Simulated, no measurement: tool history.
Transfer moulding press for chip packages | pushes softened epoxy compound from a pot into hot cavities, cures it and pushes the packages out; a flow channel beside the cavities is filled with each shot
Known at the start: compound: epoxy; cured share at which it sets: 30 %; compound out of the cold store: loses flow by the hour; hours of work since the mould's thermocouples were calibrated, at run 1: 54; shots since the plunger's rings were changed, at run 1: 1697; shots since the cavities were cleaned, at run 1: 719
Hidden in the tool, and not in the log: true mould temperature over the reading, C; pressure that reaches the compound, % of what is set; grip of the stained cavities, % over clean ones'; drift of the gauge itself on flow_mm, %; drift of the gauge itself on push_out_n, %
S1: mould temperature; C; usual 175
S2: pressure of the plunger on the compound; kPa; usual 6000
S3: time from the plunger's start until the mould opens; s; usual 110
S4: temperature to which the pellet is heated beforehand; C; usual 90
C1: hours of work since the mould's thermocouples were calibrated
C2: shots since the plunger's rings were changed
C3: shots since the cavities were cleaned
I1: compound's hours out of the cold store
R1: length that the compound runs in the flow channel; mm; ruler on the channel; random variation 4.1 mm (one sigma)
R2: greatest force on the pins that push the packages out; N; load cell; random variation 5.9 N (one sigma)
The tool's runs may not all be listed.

Run 1, hour 0: usual settings; C1 54; C2 1697; C3 719; I1 30.3. Result: R1 926 mm, R2 325 N.
At hour 7.3: cavities cleaned with cleaning compound and waxed.
Run 2, hour 14.3: usual settings but S3 133 s; C1 63; C2 1852; C3 84; I1 43.9. Result: R1 879 mm, R2 213 N.
Run 3, hour 30.1: usual settings but S3 133 s; C1 74; C2 2043; C3 275; I1 41. Result: R1 883 mm, R2 248 N.
Run 4, hour 47.2: usual settings but S3 133 s; C1 86; C2 2250; C3 482; I1 11.8. Result: R1 979 mm, R2 283 N.
Run 5, hour 58.8: usual settings; C1 95; C2 2390; C3 622; I1 39.3. Result: R1 887 mm, R2 332 N.
At hour 73.5: cavities cleaned with cleaning compound and waxed.
Run 6, hour 80.8: usual settings; C1 109; C2 2639; C3 88; I1 16.3. Result: R1 967 mm, R2 233 N.
Run 7, hour 92.4: usual settings; C1 117; C2 2779; C3 228; I1 37.3. Result: R1 893 mm, R2 263 N.
Run 8, hour 108.6: usual settings; C1 129; C2 2976; C3 425; I1 43. Result: R1 867 mm, R2 294 N.
Run 9, hour 123.3: usual settings; C1 139; C2 3153; C3 602; I1 28.6. Result: R1 913 mm, R2 306 N.
Run 10, hour 135.1: usual settings; C1 148; C2 3296; C3 745; I1 32.4. Result: R1 901 mm, R2 335 N.
At hour 139.8: cavities cleaned with cleaning compound and waxed.
Run 11, hour 151.2: usual settings; C1 158; C2 3473; C3 138; I1 35.9. Result: R1 886 mm, R2 234 N.
Run 12, hour 161.3: usual settings but S4 97 C; C1 165; C2 3595; C3 260; I1 17.7. Result: R1 944 mm, R2 264 N.
Run 13, hour 179.7: usual settings but S4 99 C; C1 179; C2 3818; C3 483; I1 9.5. Result: R1 972 mm, R2 300 N.
Run 14, hour 200.4: usual settings but S4 99 C; C1 193; C2 4068; C3 733; I1 24.7. Result: R1 917 mm, R2 324 N.
At hour 206.3: cavities cleaned with cleaning compound and waxed.
Run 15, hour 219.8: usual settings but S1 176 C, S2 6080 kPa, S3 130 s, S4 93 C; C1 206; C2 4285; C3 164; I1 30.4. Result: R1 896 mm, R2 236 N.
Run 16, hour 233.8: usual settings but S4 85 C; C1 216; C2 4454; C3 333; I1 42.1. Result: R1 853 mm, R2 279 N.

Run 17 comes next. What will it give?
Run 17, hour 252: usual settings but S1 177 C, S2 6670 kPa, S3 106 s, S4 85 C; C1 229; C2 4675; C3 554; I1 27.1. Result: R1 ?, R2 ?.

{"run 17": {"R1": 947, "R2": 305}}
Without the tool's hidden state the same run would have given R1 1009 mm, R2 211 N.
